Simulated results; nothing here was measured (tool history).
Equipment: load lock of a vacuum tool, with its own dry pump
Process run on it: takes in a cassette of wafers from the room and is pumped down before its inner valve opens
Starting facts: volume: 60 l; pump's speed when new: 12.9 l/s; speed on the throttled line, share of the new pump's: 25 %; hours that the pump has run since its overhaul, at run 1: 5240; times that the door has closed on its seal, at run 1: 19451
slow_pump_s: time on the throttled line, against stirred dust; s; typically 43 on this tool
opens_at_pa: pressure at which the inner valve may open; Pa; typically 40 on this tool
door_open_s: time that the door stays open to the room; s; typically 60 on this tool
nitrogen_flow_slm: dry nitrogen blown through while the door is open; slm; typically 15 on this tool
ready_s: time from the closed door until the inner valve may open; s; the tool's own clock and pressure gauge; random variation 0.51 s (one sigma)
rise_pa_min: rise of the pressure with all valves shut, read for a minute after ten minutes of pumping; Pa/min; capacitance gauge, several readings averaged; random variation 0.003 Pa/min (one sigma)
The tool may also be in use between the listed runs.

run	hour	slow_pump_s	opens_at_pa	door_open_s	nitrogen_flow_slm	hours that the pump has run since its overhaul	times that the door has closed on its seal	incoming humidity of the room's air, %	ready_s	rise_pa_min
1	0.0	43	40	60	15	5240	19451	43.5	70.0	0.122
2	191.6	25	40	60	15	5431	20272	48.0	57.7	0.129
3	305.7	25	40	60	15	5546	20761	43.6	57.1	0.130
4	473.0	25	40	60	15	5713	21477	42.3	57.4	0.140
5	601.3	43	40	90	15	5841	22027	46.0	70.5	0.148
6	724.2	43	40	60	15	5964	22553	42.8	70.7	0.150
7	817.1	43	40	68	15	6057	22951	48.2	70.3	0.161
8	908.8	43	40	60	4	6149	23344	44.9	70.3	0.171
9	1113.6	43	54	60	15	6353	24221	45.1	69.1	0.167
10	1328.5	43	39	196	15	6568	25142	44.0	70.3	0.185
11	1451.9	43	39	43	44	6692	25670	46.8	70.8	0.174
12	1599.9	43	68	60	15	6840	26304	44.2	67.9	0.189
13	1812.1	43	69	60	30	7052	27213	43.4	68.2	0.198
14	1920.2	43	69	60	30	7160	27676	42.4	66.8	0.200
15	2029.5	29	32	60	15	7269	28144	44.5	61.3	0.217
# hour 2125.1: door's seal changed, seat wiped
16	2240.5	29	32	44	15	7479	494	45.2	62.1	0.016
17	2371.3	33	48	60	39	7610	1055	45.2	63.3	0.013

For some of the steps in ready_s from one run to the next: how much would appear even if the tool had no hidden state, given the settings, what came in and random variation, and how much remains for the hidden state plus any gauge scatter that the measured result and the result without hidden state don't share?
Hidden conditions of the tool in this case: pump's speed, % of a new pump's; leak at the door's seal, Pa l/s; drift of the gauge itself on ready_s, %; drift of the gauge itself on rise_pa_min, %.
Run 4 -> 5: slow_pump_s 25 -> 43, door_open_s 60 -> 90. ready_s +13.1 s: hidden state -0.3, all else +13.4.
Run 14 -> 15: slow_pump_s 43 -> 29, opens_at_pa 69 -> 32, nitrogen_flow_slm 30 -> 15. ready_s -5.5 s: hidden state +0.5, all else -6.0.
